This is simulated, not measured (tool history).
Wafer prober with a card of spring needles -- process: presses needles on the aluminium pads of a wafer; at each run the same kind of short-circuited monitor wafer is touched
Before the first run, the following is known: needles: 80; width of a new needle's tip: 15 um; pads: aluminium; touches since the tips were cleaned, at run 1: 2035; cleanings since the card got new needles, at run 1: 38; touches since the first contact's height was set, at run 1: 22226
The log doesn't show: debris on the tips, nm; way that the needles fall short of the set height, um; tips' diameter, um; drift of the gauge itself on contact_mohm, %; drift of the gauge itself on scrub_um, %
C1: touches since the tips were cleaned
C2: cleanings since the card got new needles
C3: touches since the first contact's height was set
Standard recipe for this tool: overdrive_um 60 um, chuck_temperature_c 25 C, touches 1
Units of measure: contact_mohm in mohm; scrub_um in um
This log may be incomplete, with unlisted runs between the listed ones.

run 1 day=0 | overdrive_um=60 chuck_temperature_c=25 touches=1 | C1=2035 C2=38 C3=22226 | contact_mohm=314 scrub_um=9.15
-- day=0.6 tips cleaned on abrasive film
-- day=1.204 tips cleaned on abrasive film
-- day=1.954 tips cleaned on abrasive film
-- day=2.554 tips cleaned on abrasive film
-- day=3.175 tips cleaned on abrasive film
run 2 day=3.175 | overdrive_um=60 chuck_temperature_c=25 touches=1 | C1=0 C2=43 C3=69660 | contact_mohm=232 scrub_um=9.1
-- day=3.775 tips cleaned on abrasive film
-- day=4.529 tips cleaned on abrasive film
-- day=5.279 tips cleaned on abrasive film
-- day=5.879 tips cleaned on abrasive film
run 3 day=6.162 | overdrive_um=60 chuck_temperature_c=25 touches=1 | C1=4281 C2=47 C3=114324 | contact_mohm=389 scrub_um=9
-- day=6.617 tips cleaned on abrasive film
-- day=7.217 tips cleaned on abrasive film
-- day=7.967 tips cleaned on abrasive film
run 4 day=8.054 | overdrive_um=60 chuck_temperature_c=25 touches=1 | C1=1309 C2=50 C3=142554 | contact_mohm=297 scrub_um=8.95
-- day=8.654 tips cleaned on abrasive film
-- day=9.254 tips cleaned on abrasive film
-- day=10.004 tips cleaned on abrasive film
-- day=10.758 tips cleaned on abrasive film
-- day=11.217 height of the first contact set anew
-- day=11.371 tips cleaned on abrasive film
run 5 day=11.954 | overdrive_um=60 chuck_temperature_c=71 touches=1 | C1=8771 C2=55 C3=11014 | contact_mohm=406 scrub_um=9.18
-- day=12.108 tips cleaned on abrasive film
-- day=12.858 tips cleaned on abrasive film
-- day=13.458 tips cleaned on abrasive film
-- day=14.208 tips cleaned on abrasive film
-- day=14.808 tips cleaned on abrasive film
run 6 day=14.858 | overdrive_um=60 chuck_temperature_c=71 touches=1 | C1=714 C2=60 C3=54353 | contact_mohm=281 scrub_um=9.11
-- day=15.458 tips cleaned on abrasive film
-- day=16.208 tips cleaned on abrasive film
-- day=16.808 tips cleaned on abrasive film
-- day=17.558 tips cleaned on abrasive film
run 7 day=17.858 | overdrive_um=60 chuck_temperature_c=25 touches=1 | C1=4499 C2=64 C3=99232 | contact_mohm=367 scrub_um=9.01
-- day=18.3 tips cleaned on abrasive film
-- day=19.05 tips cleaned on abrasive film
-- day=19.8 tips cleaned on abrasive film
-- day=20.55 tips cleaned on abrasive film
-- day=21.3 tips cleaned on abrasive film
run 8 day=21.746 | overdrive_um=60 chuck_temperature_c=76 touches=1 | C1=6680 C2=69 C3=157353 | contact_mohm=403 scrub_um=8.94
-- day=22.05 tips cleaned on abrasive film
-- day=22.65 tips cleaned on abrasive film
-- day=23.4 tips cleaned on abrasive film
-- day=24 tips cleaned on abrasive film
-- day=24.012 height of the first contact set anew
-- day=24.612 tips cleaned on abrasive film
-- day=25.362 tips cleaned on abrasive film
run 9 day=25.512 | overdrive_um=60 chuck_temperature_c=76 touches=1 | C1=2259 C2=75 C3=22450 | contact_mohm=333 scrub_um=9.13
-- day=26.112 tips cleaned on abrasive film
-- day=26.712 tips cleaned on abrasive film
-- day=27.312 tips cleaned on abrasive film
-- day=28.062 tips cleaned on abrasive film
-- day=28.812 tips cleaned on abrasive film
-- day=29.479 tips cleaned on abrasive film
run 10 day=29.479 | overdrive_um=60 chuck_temperature_c=74 touches=1 | C1=0 C2=81 C3=81696 | contact_mohm=235 scrub_um=9.09
-- day=30.229 tips cleaned on abrasive film
-- day=30.833 tips cleaned on abrasive film
-- day=31.583 tips cleaned on abrasive film
-- day=32.183 tips cleaned on abrasive film
-- day=32.8 tips cleaned on abrasive film
run 11 day=32.8 | overdrive_um=60 chuck_temperature_c=25 touches=2 | C1=0 C2=86 C3=131285 | contact_mohm=213 scrub_um=9.02
-- day=33.55 tips cleaned on abrasive film
-- day=34.3 tips cleaned on abrasive film
-- day=35.05 tips cleaned on abrasive film
-- day=35.725 tips cleaned on abrasive film
run 12 day=35.725 | overdrive_um=60 chuck_temperature_c=25 touches=2 | C1=0 C2=90 C3=175047 | contact_mohm=220 scrub_um=8.93
-- day=36.329 tips cleaned on abrasive film
-- day=36.788 height of the first contact set anew
-- day=37.092 tips cleaned on abrasive film
-- day=37.692 tips cleaned on abrasive film
run 13 day=38.133 | overdrive_um=60 chuck_temperature_c=25 touches=2 | C1=6659 C2=93 C3=20119 | contact_mohm=335 scrub_um=9.15
-- day=38.438 tips cleaned on abrasive film
-- day=39.188 tips cleaned on abrasive film
-- day=39.938 tips cleaned on abrasive film
-- day=40.538 tips cleaned on abrasive film
-- day=41.288 tips cleaned on abrasive film
-- day=42.038 tips cleaned on abrasive film
run 14 day=42.038 | overdrive_um=68 chuck_temperature_c=42 touches=1 | C1=0 C2=99 C3=78434 | contact_mohm=223 scrub_um=10.27
-- day=42.642 tips cleaned on abrasive film
-- day=43.392 tips cleaned on abrasive film
-- day=44.142 tips cleaned on abrasive film
run 15 day=44.283 | overdrive_um=60 chuck_temperature_c=94 touches=2 | C1=2177 C2=102 C3=112018 | contact_mohm=297 scrub_um=8.99
-- day=44.888 tips cleaned on abrasive film
-- day=45.488 tips cleaned on abrasive film
-- day=46.088 tips cleaned on abrasive film
run 16 day=46.408 | overdrive_um=62 chuck_temperature_c=48 touches=1 | C1=4817 C2=105 C3=143756 | contact_mohm=387 scrub_um=9.25
-- day=46.712 tips cleaned on abrasive film
-- day=47.312 tips cleaned on abrasive film
-- day=48.062 tips cleaned on abrasive film
-- day=48.662 tips cleaned on abrasive film
-- day=49.412 tips cleaned on abrasive film
-- day=49.575 height of the first contact set anew
-- day=50.175 tips cleaned on abrasive film
run 17 day=50.208 | overdrive_um=62 chuck_temperature_c=48 touches=1 | C1=495 C2=111 C3=9469 | contact_mohm=263 scrub_um=9.49
-- day=50.812 tips cleaned on abrasive film
-- day=51.412 tips cleaned on abrasive film
-- day=52.012 tips cleaned on abrasive film
-- day=52.762 tips cleaned on abrasive film
-- day=53.512 tips cleaned on abrasive film
run 18 day=53.725 | overdrive_um=62 chuck_temperature_c=48 touches=1 | C1=3189 C2=116 C3=62009 | contact_mohm=362 scrub_um=9.45
-- day=54.175 tips cleaned on abrasive film
-- day=54.929 tips cleaned on abrasive film
-- day=55.529 tips cleaned on abrasive film
run 19 day=55.838 | overdrive_um=62 chuck_temperature_c=48 touches=1 | C1=4673 C2=119 C3=93602 | contact_mohm=423 scrub_um=9.4
-- day=56.142 tips cleaned on abrasive film
-- day=56.892 tips cleaned on abrasive film
-- day=57.642 tips cleaned on abrasive film
-- day=58.242 tips cleaned on abrasive film
-- day=58.992 tips cleaned on abrasive film
run 20 day=59.421 | overdrive_um=62 chuck_temperature_c=48 touches=1 | C1=6449 C2=124 C3=147164 | contact_mohm=440 scrub_um=9.29
-- day=59.725 tips cleaned on abrasive film
-- day=60.475 tips cleaned on abrasive film
-- day=61.225 tips cleaned on abrasive film
-- day=61.975 tips cleaned on abrasive film
-- day=62.288 height of the first contact set anew
-- day=62.588 tips cleaned on abrasive film
-- day=63.342 tips cleaned on abrasive film
run 21 day=63.554 | overdrive_um=41 chuck_temperature_c=75 touches=1 | C1=3246 C2=130 C3=18950 | contact_mohm=598 scrub_um=6.25
-- day=64.008 tips cleaned on abrasive film
-- day=64.758 tips cleaned on abrasive film
-- day=65.508 tips cleaned on abrasive film
-- day=66.258 tips cleaned on abrasive film
-- day=66.858 tips cleaned on abrasive film
-- day=67.596 tips cleaned on abrasive film
run 22 day=67.596 | overdrive_um=44 chuck_temperature_c=25 touches=2 | C1=0 C2=136 C3=79323 | contact_mohm=236 scrub_um=6.57
-- day=68.346 tips cleaned on abrasive film
-- day=69.096 tips cleaned on abrasive film
-- day=69.846 tips cleaned on abrasive film
-- day=70.596 tips cleaned on abrasive film
-- day=71.346 tips cleaned on abrasive film
run 23 day=71.529 | overdrive_um=60 chuck_temperature_c=40 touches=1 | C1=2725 C2=141 C3=138132 | contact_mohm=393 scrub_um=8.99

Predict each of these 3 candidate next runs independently; none follows another, all start after run 23:
-- day=71.979 tips cleaned on abrasive film
-- day=72.583 tips cleaned on abrasive film
-- day=73.333 tips cleaned on abrasive film
-- day=74.083 tips cleaned on abrasive film
-- day=74.683 tips cleaned on abrasive film
-- day=74.996 height of the first contact set anew
run A day=75.283 | overdrive_um=49 chuck_temperature_c=34 touches=3 | C1=8836 C2=146 C3=4350 | contact_mohm=? scrub_um=?
-- day=71.979 tips cleaned on abrasive film
-- day=72.583 tips cleaned on abrasive film
-- day=73.333 tips cleaned on abrasive film
-- day=74.083 tips cleaned on abrasive film
-- day=74.683 tips cleaned on abrasive film
-- day=74.996 height of the first contact set anew
run B day=75.283 | overdrive_um=66 chuck_temperature_c=25 touches=1 | C1=8836 C2=146 C3=4350 | contact_mohm=? scrub_um=?
-- day=71.979 tips cleaned on abrasive film
-- day=72.583 tips cleaned on abrasive film
-- day=73.333 tips cleaned on abrasive film
-- day=74.083 tips cleaned on abrasive film
-- day=74.683 tips cleaned on abrasive film
-- day=74.996 height of the first contact set anew
run C day=75.283 | overdrive_um=64 chuck_temperature_c=25 touches=2 | C1=8836 C2=146 C3=4350 | contact_mohm=? scrub_um=?

run=A contact_mohm=348 scrub_um=7.51
run=B contact_mohm=435 scrub_um=10.18
run=C contact_mohm=348 scrub_um=9.82
With no hidden state in the tool, these same runs would have given:
run=A contact_mohm=206 scrub_um=7.51
run=B contact_mohm=206 scrub_um=10.18
run=C contact_mohm=203 scrub_um=9.82
